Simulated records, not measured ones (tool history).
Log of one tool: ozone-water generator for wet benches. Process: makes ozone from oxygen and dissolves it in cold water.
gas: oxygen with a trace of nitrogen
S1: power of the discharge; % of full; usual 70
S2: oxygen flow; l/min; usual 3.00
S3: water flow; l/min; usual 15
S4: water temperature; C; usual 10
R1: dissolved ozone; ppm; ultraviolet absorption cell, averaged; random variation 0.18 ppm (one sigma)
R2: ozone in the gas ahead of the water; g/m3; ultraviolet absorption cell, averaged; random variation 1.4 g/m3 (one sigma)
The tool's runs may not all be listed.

run,hour,S1,S2,S3,S4,R1,R2
1,0.0,70,3.00,15,10,25.8,273.7
2,41.6,70,3.87,15,10,28.1,251.5
3,88.9,70,3.87,15,10,27.6,253.1
4,139.6,88,3.00,15,10,29.9,322.2
5,180.1,88,3.00,15,10,29.6,318.6
6,243.1,88,3.00,15,10,29.7,316.4
7,277.5,70,3.00,15,16,23.6,272.5
8,338.1,70,3.00,15,16,23.8,270.4
9,369.6,70,3.00,15,10,25.3,270.3
10,401.6,70,3.00,15,10,25.2,272.6
11,456.7,55,3.00,15,10,21.5,231.3
12,503.6,55,3.00,15,10,21.7,232.7
13,569.1,55,3.00,15,10,21.6,231.6
14,619.1,55,3.00,15,10,21.3,232.1
15,669.6,70,3.00,15,10,25.3,274.7
16,720.4,70,3.00,15,10,25.1,270.1
17,754.8,70,3.00,15,10,25.5,271.9
18,812.4,70,1.59,15,6,20.0,330.6
19,870.7,62,1.83,23,9,12.3,293.6
20,905.1,95,1.59,23,9,15.2,409.1
21,933.9,95,1.59,23,9,15.4,409.4
22,961.4,40,3.00,15,5,18.2,184.9
# hour 968.5: contactor cleaned
23,994.0,40,3.00,15,5,18.1,184.9
# hour 1046.1: water thermometer calibrated
24,1049.6,40,3.00,15,5,18.2,183.5
25,1100.8,69,4.25,15,5,29.6,238.2
26,1142.6,72,1.68,20,10,15.0,334.1
27,1185.1,70,3.00,15,5,26.2,269.4
# hour 1232.9: contactor cleaned, once more
28,1248.9,70,3.00,12,10,31.0,271.7
29,1287.7,54,3.00,12,10,26.0,227.3
30,1336.9,97,4.51,11,6,48.7,297.5
31,1382.3,97,4.51,11,6,48.6,296.2

Run 32 comes next. What will it give?
32,1415.4,66,3.00,13,10,?,?

R1: 27.8 ppm
R2: 261.0 g/m3
Without the tool's hidden state the same run would have given R1 28.1 ppm, R2 262.4 g/m3.
